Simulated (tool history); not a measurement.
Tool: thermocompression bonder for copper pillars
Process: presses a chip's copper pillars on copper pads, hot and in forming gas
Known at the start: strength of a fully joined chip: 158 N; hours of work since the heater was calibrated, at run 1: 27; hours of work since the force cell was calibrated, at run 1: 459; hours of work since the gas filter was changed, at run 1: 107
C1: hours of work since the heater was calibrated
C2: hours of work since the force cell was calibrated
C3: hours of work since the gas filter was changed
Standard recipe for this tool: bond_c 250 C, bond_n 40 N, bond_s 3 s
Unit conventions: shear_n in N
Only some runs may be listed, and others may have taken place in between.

{"run": 1, "day": 0.0, "bond_c": 250, "bond_n": 40, "bond_s": 3, "C1": 27, "C2": 459, "C3": 107, "shear_n": 105.0}
{"run": 2, "day": 0.642, "bond_c": 250, "bond_n": 40, "bond_s": 3, "C1": 33, "C2": 466, "C3": 113, "shear_n": 105.6}
{"run": 3, "day": 1.275, "bond_c": 250, "bond_n": 40, "bond_s": 3, "C1": 39, "C2": 472, "C3": 119, "shear_n": 105.6}
{"run": 4, "day": 1.592, "bond_c": 250, "bond_n": 40, "bond_s": 3, "C1": 43, "C2": 475, "C3": 123, "shear_n": 105.7}
{"run": 5, "day": 1.938, "bond_c": 265, "bond_n": 40, "bond_s": 3, "C1": 46, "C2": 478, "C3": 126, "shear_n": 120.1}
{"run": 6, "day": 2.312, "bond_c": 250, "bond_n": 40, "bond_s": 3, "C1": 50, "C2": 482, "C3": 130, "shear_n": 105.6}
{"run": 7, "day": 3.079, "bond_c": 250, "bond_n": 40, "bond_s": 5, "C1": 57, "C2": 489, "C3": 137, "shear_n": 119.1}
{"run": 8, "day": 3.65, "bond_c": 250, "bond_n": 40, "bond_s": 5, "C1": 63, "C2": 495, "C3": 143, "shear_n": 119.7}
{"run": 9, "day": 4.0, "bond_c": 250, "bond_n": 40, "bond_s": 3, "C1": 66, "C2": 498, "C3": 146, "shear_n": 105.6}
{"run": 10, "day": 4.333, "bond_c": 250, "bond_n": 59, "bond_s": 3, "C1": 69, "C2": 502, "C3": 149, "shear_n": 118.5}
{"run": 11, "day": 4.708, "bond_c": 250, "bond_n": 59, "bond_s": 3, "C1": 73, "C2": 505, "C3": 153, "shear_n": 119.3}
{"run": 12, "day": 5.271, "bond_c": 250, "bond_n": 59, "bond_s": 3, "C1": 78, "C2": 511, "C3": 158, "shear_n": 118.7}
{"run": 13, "day": 5.946, "bond_c": 250, "bond_n": 59, "bond_s": 3, "C1": 85, "C2": 517, "C3": 165, "shear_n": 119.1}
{"run": 14, "day": 6.525, "bond_c": 227, "bond_n": 40, "bond_s": 2, "C1": 90, "C2": 523, "C3": 170, "shear_n": 70.8}
{"run": 15, "day": 6.988, "bond_c": 238, "bond_n": 42, "bond_s": 3, "C1": 95, "C2": 527, "C3": 175, "shear_n": 94.3}
{"run": 16, "day": 7.492, "bond_c": 244, "bond_n": 40, "bond_s": 2, "C1": 100, "C2": 532, "C3": 180, "shear_n": 87.7}
{"day": 7.704, "done": "forming gas filter changed"}
{"run": 17, "day": 8.146, "bond_c": 240, "bond_n": 40, "bond_s": 2, "C1": 106, "C2": 538, "C3": 4, "shear_n": 83.8}
{"run": 18, "day": 8.625, "bond_c": 250, "bond_n": 40, "bond_s": 3, "C1": 111, "C2": 543, "C3": 9, "shear_n": 105.5}
{"run": 19, "day": 8.975, "bond_c": 231, "bond_n": 52, "bond_s": 3, "C1": 114, "C2": 546, "C3": 12, "shear_n": 94.7}
{"run": 20, "day": 9.696, "bond_c": 250, "bond_n": 30, "bond_s": 7, "C1": 121, "C2": 553, "C3": 19, "shear_n": 119.9}
{"run": 21, "day": 10.038, "bond_c": 250, "bond_n": 41, "bond_s": 5, "C1": 124, "C2": 557, "C3": 23, "shear_n": 120.8}

Entry by entry between the runs, the difference in hidden state between the last listed run before and the first listed run after:
In the gap between runs 16 and 17: forming gas filter changed (day 7.704)
  oxide that the forming gas leaves, % of the face: 0.65 -> 0.51
